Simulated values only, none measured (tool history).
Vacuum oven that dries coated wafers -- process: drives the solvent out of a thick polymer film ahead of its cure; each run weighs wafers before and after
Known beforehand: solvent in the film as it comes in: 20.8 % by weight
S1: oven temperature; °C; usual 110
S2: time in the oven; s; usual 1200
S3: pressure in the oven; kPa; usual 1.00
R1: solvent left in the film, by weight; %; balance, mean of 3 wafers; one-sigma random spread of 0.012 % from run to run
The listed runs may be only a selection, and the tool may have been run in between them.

Run 1, hour 0.0: usual settings. Result: R1 2.07 %.
Run 2, hour 106.5: usual settings. Result: R1 2.09 %.
Run 3, hour 194.4: usual settings but S3 1.37 kPa. Result: R1 2.31 %.
Run 4, hour 268.2: usual settings but S3 1.37 kPa. Result: R1 2.33 %.
Run 5, hour 353.6: usual settings but S3 3.59 kPa. Result: R1 3.77 %.
Run 6, hour 442.3: usual settings but S3 3.59 kPa. Result: R1 3.75 %.
Run 7, hour 500.4: usual settings. Result: R1 2.06 %.
Run 8, hour 581.6: usual settings. Result: R1 2.09 %.
Run 9, hour 694.1: usual settings. Result: R1 2.06 %.
At hour 722.3: oven's thermocouples calibrated.
Run 10, hour 791.4: usual settings. Result: R1 2.20 %.
Run 11, hour 860.7: usual settings. Result: R1 2.18 %.
Run 12, hour 959.3: usual settings but S1 99 °C, S2 960 s, S3 1.20 kPa. Result: R1 5.52 %.
At hour 1048.6: vacuum gauge cleaned of residue and calibrated.
Run 13, hour 1065.4: usual settings but S1 120 °C, S2 660 s. Result: R1 3.02 %.
Run 14, hour 1148.4: usual settings but S1 120 °C, S2 660 s. Result: R1 3.01 %.
Run 15, hour 1244.3: usual settings but S1 116 °C, S2 660 s. Result: R1 3.73 %.
Run 16, hour 1348.9: usual settings but S1 97 °C, S2 1140 s. Result: R1 4.91 %.
Run 17, hour 1433.6: usual settings but S1 109 °C, S2 1140 s, S3 2.51 kPa. Result: R1 3.52 %.
At hour 1457.7: vacuum gauge cleaned of residue and calibrated, once more.
Run 18, hour 1499.3: usual settings but S1 109 °C, S2 1140 s, S3 2.51 kPa. Result: R1 3.26 %.
Run 19, hour 1603.5: usual settings but S3 1.64 kPa. Result: R1 2.40 %.
At hour 1641.4: oven's thermocouples calibrated.
Run 20, hour 1678.8: usual settings but S3 1.01 kPa. Result: R1 2.11 %.

Run 21, settings as shown, results not yet in. Your forecast:
Run 21, hour 1786.1: usual settings but S1 114 °C, S3 2.04 kPa. Result: R1 ?.

R1: 2.20 %
Had the tool carried no hidden state, the very same run would have given R1 2.21 %.
